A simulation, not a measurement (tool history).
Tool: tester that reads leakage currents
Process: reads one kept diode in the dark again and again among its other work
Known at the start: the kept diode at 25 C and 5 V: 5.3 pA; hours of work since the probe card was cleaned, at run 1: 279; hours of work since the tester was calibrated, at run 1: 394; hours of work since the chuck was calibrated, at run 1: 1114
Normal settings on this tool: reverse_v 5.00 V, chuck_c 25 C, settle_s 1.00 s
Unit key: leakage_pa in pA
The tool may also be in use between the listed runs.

run   hour  reverse_v  chuck_c  settle_s  hours of work since the probe card was cleaned  hours of work since the tester was calibrated  hours of work since the chuck was calibrated  leakage_pa
  1    0.0       5.00       25      1.00                                             279                                            394                                          1114        7.14
  2   19.8       5.00       25      1.00                                             290                                            405                                          1125        7.17
  3   49.8       5.00       25      1.35                                             307                                            421                                          1141        6.87
  4   65.5       5.00       25      1.00                                             315                                            430                                          1150        7.15
  5   95.1       5.00       25      1.00                                             332                                            446                                          1166        7.29
  6  110.7       5.00       25      1.00                                             340                                            454                                          1175        7.34
  7  139.2       5.00       25      1.00                                             356                                            470                                          1190        7.27
  8  164.4       5.00       40      1.00                                             369                                            484                                          1204       19.65
     168.4  -- chuck's temperature calibrated
  9  193.8       5.00       40      1.00                                             384                                            499                                            14       19.49
 10  225.6       5.00       46      1.00                                             402                                            516                                            31       29.42
 11  241.5       1.10       56      9.69                                             411                                            525                                            40       34.50
 12  257.7       1.10       56      9.69                                             420                                            534                                            49       34.49
 13  291.0       1.10       56      9.69                                             438                                            552                                            67       34.01
 14  314.6       5.00       47      4.07                                             451                                            565                                            80       31.11
 15  336.0       3.95       47      2.69                                             462                                            577                                            92       28.44
     339.9  -- chuck's temperature calibrated, once more
 16  371.5       3.95       47      2.69                                             481                                            595                                            17       29.19
 17  393.1       3.95       47      2.69                                             493                                            607                                            29       29.15
 18  424.6      15.07       52      0.64                                             510                                            624                                            46       71.81
 19  453.6      15.07       52      0.64                                             526                                            640                                            62       71.55

4 options for the next run, each taken on its own from the tool as it stands now. Forecast them:
  A  485.9       2.33       47      2.21                                             544                                            658                                            80           ?
  B  485.9       2.55       36      0.83                                             544                                            658                                            80           ?
  C  485.9       1.92       43      0.81                                             544                                            658                                            80           ?
  D  485.9       5.00       30      1.00                                             544                                            658                                            80           ?

run  leakage_pa
  A       24.26
  B       11.84
  C       17.23
  D       10.57
What these runs would have given with no unlogged condition in the tool:
run  leakage_pa
  A       23.80
  B       11.21
  C       16.83
  D        9.23

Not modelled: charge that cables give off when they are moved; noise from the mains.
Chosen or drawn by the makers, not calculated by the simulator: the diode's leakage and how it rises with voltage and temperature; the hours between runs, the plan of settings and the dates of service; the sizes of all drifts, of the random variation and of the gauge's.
